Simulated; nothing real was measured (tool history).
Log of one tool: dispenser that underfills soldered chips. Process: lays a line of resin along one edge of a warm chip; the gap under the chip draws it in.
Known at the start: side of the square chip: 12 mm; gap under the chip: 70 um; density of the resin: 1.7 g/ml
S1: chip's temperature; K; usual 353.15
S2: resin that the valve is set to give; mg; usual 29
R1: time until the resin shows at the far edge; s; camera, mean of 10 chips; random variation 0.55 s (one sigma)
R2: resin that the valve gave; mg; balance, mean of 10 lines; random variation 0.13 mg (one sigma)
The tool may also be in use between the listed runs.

run	day	S1	S2	R1	R2
1	0	353.15	29	46.8	26.69
# day 0.2: new syringe of resin
# day 0.242: dispensing valve cleaned and set on the balance
2	0.504	353.15	29	50.2	29.09
# day 0.562: new syringe of resin
# day 0.892: new syringe of resin
3	1.117	353.15	29	49.5	28.56
# day 1.217: new syringe of resin
# day 1.55: new syringe of resin
4	1.646	353.15	29	42.8	28.33
# day 1.867: new syringe of resin
5	2.079	353.15	29	49.2	27.96
# day 2.171: new syringe of resin
6	2.404	353.15	29	49.5	27.92
# day 2.475: new syringe of resin
# day 2.804: new syringe of resin
7	2.812	353.15	29	40.3	27.68
# day 3.129: new syringe of resin
# day 3.433: new syringe of resin
8	3.433	353.15	24.9	41.3	23.71
# day 3.738: new syringe of resin
9	3.846	353.15	24.9	45	23.43
# day 4.033: new syringe of resin
10	4.162	342.15	29	77.6	27.23
# day 4.367: new syringe of resin
11	4.592	342.15	29	82	26.96
# day 4.667: new syringe of resin
# day 4.992: new syringe of resin
12	5.029	342.15	29	70.7	26.9
# day 5.296: new syringe of resin
# day 5.338: dispensing valve cleaned and set on the balance
13	5.467	342.15	29	76.3	28.87
# day 5.65: new syringe of resin
14	5.8	342.15	29	78.7	28.84
# day 5.983: new syringe of resin
15	6.075	342.15	29	73.2	28.78
# day 6.275: new syringe of resin
# day 6.579: new syringe of resin
16	6.667	342.15	29	74.3	28.33
# day 6.871: new syringe of resin
17	6.942	342.15	29	72.4	28.42
# day 7.179: new syringe of resin
18	7.354	342.15	29	76.7	27.8
# day 7.475: new syringe of resin
19	7.658	363.15	25.5	28.8	24.47
# day 7.817: new syringe of resin
20	7.967	365.15	30.5	24.6	29.23
# day 8.142: new syringe of resin
21	8.408	365.15	30.5	27.6	28.9
# day 8.479: new syringe of resin
# day 8.804: new syringe of resin
22	8.962	360.15	29	32.1	27.34
# day 9.112: new syringe of resin
# day 9.438: new syringe of resin
23	9.475	343.15	29	65.7	27.12
# day 9.733: new syringe of resin
24	10.012	343.15	29	81.4	26.8
# day 10.079: new syringe of resin
# day 10.396: new syringe of resin
# day 10.438: dispensing valve cleaned and set on the balance
# day 10.608: stage's temperature calibrated
25	10.662	362.15	35.7	34.2	35.64
# day 10.8: new syringe of resin
26	11.067	353.15	35.7	56.6	35.08

The next listed run, before its measurement:
# day 11.112: new syringe of resin
# day 11.442: new syringe of resin
27	11.696	351.15	26.4	?	?

R1: 60.8 s
R2: 25.76 mg
Without the tool's hidden state the same run would have given R1 49.7 s, R2 26.3 mg.

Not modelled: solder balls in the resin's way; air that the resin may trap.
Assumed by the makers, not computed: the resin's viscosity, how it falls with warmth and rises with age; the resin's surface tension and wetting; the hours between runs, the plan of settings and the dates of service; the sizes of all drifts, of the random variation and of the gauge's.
